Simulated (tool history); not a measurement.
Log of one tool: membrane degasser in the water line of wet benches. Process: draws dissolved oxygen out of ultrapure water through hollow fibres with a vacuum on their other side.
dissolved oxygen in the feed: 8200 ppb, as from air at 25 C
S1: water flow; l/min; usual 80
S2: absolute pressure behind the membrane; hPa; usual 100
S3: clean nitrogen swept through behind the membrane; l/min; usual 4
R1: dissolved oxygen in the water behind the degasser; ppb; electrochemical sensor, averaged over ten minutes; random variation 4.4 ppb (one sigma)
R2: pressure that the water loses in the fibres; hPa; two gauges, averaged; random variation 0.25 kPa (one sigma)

Run 1, day 0: usual settings. Result: R1 572 ppb, R2 671.4 hPa.
Run 2, day 2.012: usual settings. Result: R1 563.3 ppb, R2 668.7 hPa.
Run 3, day 4.2: usual settings. Result: R1 568.8 ppb, R2 667.8 hPa.
Run 4, day 5.617: usual settings. Result: R1 562.1 ppb, R2 672.3 hPa.
Run 5, day 7.054: usual settings but S3 6.5 l/min. Result: R1 476.2 ppb, R2 672.2 hPa.
Run 6, day 8.45: usual settings but S3 6.5 l/min. Result: R1 469.5 ppb, R2 671.9 hPa.
At day 9.125: vacuum gauge calibrated.
Run 7, day 9.646: usual settings but S3 6.5 l/min. Result: R1 470.7 ppb, R2 673.5 hPa.
Run 8, day 10.921: usual settings but S3 6.5 l/min. Result: R1 471.7 ppb, R2 670.4 hPa.
Run 9, day 12.542: usual settings but S3 6.5 l/min. Result: R1 467.8 ppb, R2 676.9 hPa.
Run 10, day 13.829: usual settings but S3 6.5 l/min. Result: R1 470.1 ppb, R2 674.8 hPa.
Run 11, day 15.262: usual settings but S3 6.5 l/min. Result: R1 474.4 ppb, R2 676.8 hPa.
Run 12, day 17.562: usual settings but S3 6.5 l/min. Result: R1 465.8 ppb, R2 680.8 hPa.
Run 13, day 19.312: usual settings but S3 6.5 l/min. Result: R1 469.5 ppb, R2 682.1 hPa.
Run 14, day 21.054: usual settings but S3 6.5 l/min. Result: R1 480.4 ppb, R2 678.2 hPa.
Run 15, day 22.517: usual settings but S2 81 hPa. Result: R1 497.1 ppb, R2 681.3 hPa.
Run 16, day 23.779: usual settings but S1 55 l/min, S3 3.87 l/min. Result: R1 384.1 ppb, R2 466.4 hPa.
Run 17, day 25.504: usual settings but S1 78 l/min, S2 211 hPa, S3 8.17 l/min. Result: R1 643.2 ppb, R2 668.4 hPa.
At day 26.962: gauge calibrated.
Run 18, day 27.942: usual settings but S1 115 l/min. Result: R1 814.2 ppb, R2 957.8 hPa.
Run 19, day 30.125: usual settings but S1 128 l/min, S2 241 hPa, S3 4.04 l/min. Result: R1 1609.6 ppb, R2 1067.3 hPa.
Run 20, day 32.058: usual settings but S1 63 l/min, S2 81 hPa, S3 4.04 l/min. Result: R1 372.5 ppb, R2 527.2 hPa.
Run 21, day 33.354: usual settings but S1 63 l/min, S2 181 hPa, S3 10.3 l/min. Result: R1 415.4 ppb, R2 532.5 hPa.
Run 22, day 35.858: usual settings but S1 87 l/min, S2 181 hPa, S3 1.9 l/min. Result: R1 1409.7 ppb, R2 731.7 hPa.
Run 23, day 38.25: usual settings but S1 66 l/min, S2 80 hPa. Result: R1 395.3 ppb, R2 556.5 hPa.
Run 24, day 40.75: usual settings but S1 66 l/min, S2 80 hPa. Result: R1 391.3 ppb, R2 558.3 hPa.
Run 25, day 42.567: usual settings but S1 90 l/min, S3 2.44 l/min. Result: R1 791.1 ppb, R2 764 hPa.
Run 26, day 44.646: usual settings but S1 90 l/min, S3 2.44 l/min. Result: R1 805.6 ppb, R2 765 hPa.
Run 27, day 46.821: usual settings but S1 76 l/min, S3 2.69 l/min. Result: R1 638 ppb, R2 642.9 hPa.

4 ways to go on from here, each from the tool as it stands after run 27. What would each give?
Run A, day 49.221: usual settings but S1 61 l/min, S2 200 hPa, S3 3.6 l/min. Result: R1 ?, R2 ?.
Run B, day 49.221: usual settings but S1 115 l/min. Result: R1 ?, R2 ?.
Run C, day 49.221: usual settings but S1 116 l/min, S2 118 hPa, S3 6.36 l/min. Result: R1 ?, R2 ?.
Run D, day 49.221: usual settings but S1 55 l/min, S2 119 hPa, S3 5.34 l/min. Result: R1 ?, R2 ?.

run     R1     R2
  A  786.4  519.9
  B  816.3  981.9
  C  777.6  986.2
  D  367.5  467.2
Without the tool's hidden state the same runs would have given:
run     R1     R2
  A  786.2    510
  B    816  963.1
  C  777.3  967.4
  D  367.4  458.3
